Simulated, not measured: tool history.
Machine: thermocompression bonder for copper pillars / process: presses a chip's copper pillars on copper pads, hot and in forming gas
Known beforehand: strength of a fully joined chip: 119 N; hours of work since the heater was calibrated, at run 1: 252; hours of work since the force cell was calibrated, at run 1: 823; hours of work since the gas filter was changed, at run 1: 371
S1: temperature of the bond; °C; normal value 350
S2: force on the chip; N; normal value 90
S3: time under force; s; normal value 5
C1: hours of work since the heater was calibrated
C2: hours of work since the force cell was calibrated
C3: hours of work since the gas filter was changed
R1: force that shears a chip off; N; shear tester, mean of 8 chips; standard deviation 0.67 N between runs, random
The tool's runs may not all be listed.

run,hour,S1,S2,S3,C1,C2,C3,R1
1,0.0,350,90,5,252,823,371,43.0
2,62.1,350,90,5,299,870,418,42.1
# hour 145.2: forming gas filter changed
3,165.2,350,90,5,377,947,15,46.0
4,243.0,350,65,5,435,1006,74,32.8
5,330.3,350,65,5,501,1072,140,33.5
6,424.7,350,65,5,573,1143,211,33.2
7,466.9,350,88,5,605,1175,243,41.4
8,569.3,350,88,8,682,1253,321,49.8
# hour 626.5: force cell calibrated
9,628.6,350,88,8,726,2,364,45.2
10,721.1,350,90,5,796,71,434,37.9
# hour 779.8: forming gas filter changed
11,810.8,350,90,5,863,139,23,41.9
12,912.1,324,118,5,940,215,100,36.1
# hour 922.2: heater calibrated with a thermocouple chip
13,961.5,324,118,5,30,251,136,37.4
14,1049.1,375,101,3,96,318,202,47.8
15,1112.2,375,87,3,144,365,250,41.7
16,1195.8,375,87,3,207,428,313,42.5
17,1269.0,349,59,3,262,484,368,20.4
18,1327.3,335,90,5,306,528,412,30.8
# hour 1416.6: forming gas filter changed
19,1418.1,338,118,4,374,596,1,40.4
20,1468.3,352,90,4,412,634,39,38.8
# hour 1528.3: heater calibrated with a thermocouple chip, once more
21,1528.3,370,80,4,0,678,83,48.5
22,1586.4,362,98,4,44,722,127,52.9

5 ways to go on from here, each from the tool as it stands after run 22. What would each give?
A,1665.6,322,66,10,104,782,187,?
B,1665.6,379,59,4,104,782,187,?
C,1665.6,326,71,6,104,782,187,?
D,1665.6,352,90,5,104,782,187,?
E,1665.6,359,98,7,104,782,187,?

run,R1
A,31.6
B,39.4
C,27.9
D,45.4
E,59.1
With the hidden condition removed and each run's random variation left untouched, the same runs would have given:
run,R1
A,31.6
B,39.4
C,27.9
D,45.6
E,59.6
